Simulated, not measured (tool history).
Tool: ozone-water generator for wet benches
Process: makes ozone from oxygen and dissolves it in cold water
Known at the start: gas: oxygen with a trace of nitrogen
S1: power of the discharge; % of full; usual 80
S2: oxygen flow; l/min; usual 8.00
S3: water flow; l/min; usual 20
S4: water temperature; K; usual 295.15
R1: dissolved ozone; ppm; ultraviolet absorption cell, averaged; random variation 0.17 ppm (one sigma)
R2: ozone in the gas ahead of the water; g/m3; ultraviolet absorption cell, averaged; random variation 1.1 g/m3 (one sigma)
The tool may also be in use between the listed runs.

run 1 day=0.000 | S1=80 S2=8.00 S3=20 S4=295.15 | R1=23.2 R2=183.9
run 2 day=1.208 | S1=80 S2=7.80 S3=20 S4=295.15 | R1=23.1 R2=187.1
run 3 day=1.838 | S1=80 S2=7.80 S3=20 S4=295.15 | R1=23.4 R2=185.3
run 4 day=3.171 | S1=80 S2=8.00 S3=20 S4=295.15 | R1=23.0 R2=184.1
run 5 day=4.429 | S1=80 S2=8.00 S3=20 S4=295.15 | R1=23.3 R2=183.3
run 6 day=5.708 | S1=80 S2=8.00 S3=20 S4=295.15 | R1=23.2 R2=184.0
run 7 day=6.658 | S1=80 S2=8.00 S3=20 S4=295.15 | R1=23.3 R2=181.3
run 8 day=7.779 | S1=80 S2=8.00 S3=20 S4=294.15 | R1=23.8 R2=182.1
run 9 day=9.208 | S1=80 S2=8.00 S3=13 S4=294.15 | R1=31.7 R2=180.1
run 10 day=9.842 | S1=80 S2=8.00 S3=13 S4=294.15 | R1=31.5 R2=180.7
run 11 day=11.017 | S1=46 S2=8.00 S3=20 S4=295.15 | R1=16.5 R2=128.3
run 12 day=12.050 | S1=46 S2=8.00 S3=20 S4=295.15 | R1=16.2 R2=126.5
run 13 day=13.304 | S1=46 S2=8.00 S3=20 S4=302.15 | R1=14.2 R2=127.1
run 14 day=13.983 | S1=46 S2=8.00 S3=20 S4=302.15 | R1=14.2 R2=125.7
run 15 day=15.162 | S1=80 S2=5.13 S3=20 S4=302.15 | R1=20.7 R2=223.2
run 16 day=15.954 | S1=80 S2=5.08 S3=20 S4=295.15 | R1=23.3 R2=221.3
run 17 day=16.929 | S1=80 S2=11.70 S3=17 S4=295.15 | R1=24.5 R2=150.2
run 18 day=17.950 | S1=80 S2=11.70 S3=13 S4=295.15 | R1=28.3 R2=149.3
run 19 day=18.704 | S1=80 S2=11.70 S3=13 S4=295.15 | R1=28.2 R2=154.8
run 20 day=19.904 | S1=62 S2=10.58 S3=20 S4=288.15 | R1=22.2 R2=137.6
run 21 day=21.012 | S1=62 S2=4.44 S3=28 S4=289.15 | R1=14.9 R2=206.0
run 22 day=21.629 | S1=80 S2=8.00 S3=21 S4=297.15 | R1=21.4 R2=182.7
run 23 day=22.954 | S1=80 S2=10.60 S3=29 S4=297.15 | R1=16.1 R2=162.3
run 24 day=23.900 | S1=47 S2=7.08 S3=25 S4=290.15 | R1=14.8 R2=138.8

Not shown: 2 entries that the log had between the listed runs. Between which runs, and how does the tool's hidden state differ before and after?
Between runs 8 and 9: contactor cleaned (day 8.842)
  contactor's efficiency, % of a clean one's: 99.8 -> 100; drift of the gauge itself on gas_g_m3, %: -1.25 -> -1.45
  measured less the result without the state, R2: -2.4 -> -2.7 g/m3
Between runs 18 and 19: gauge calibrated (day 18.067)
  drift of the gauge itself on gas_g_m3, %: -2.85 -> -0.1
  measured less the result without the state, R2: -4.4 -> -0.2 g/m3
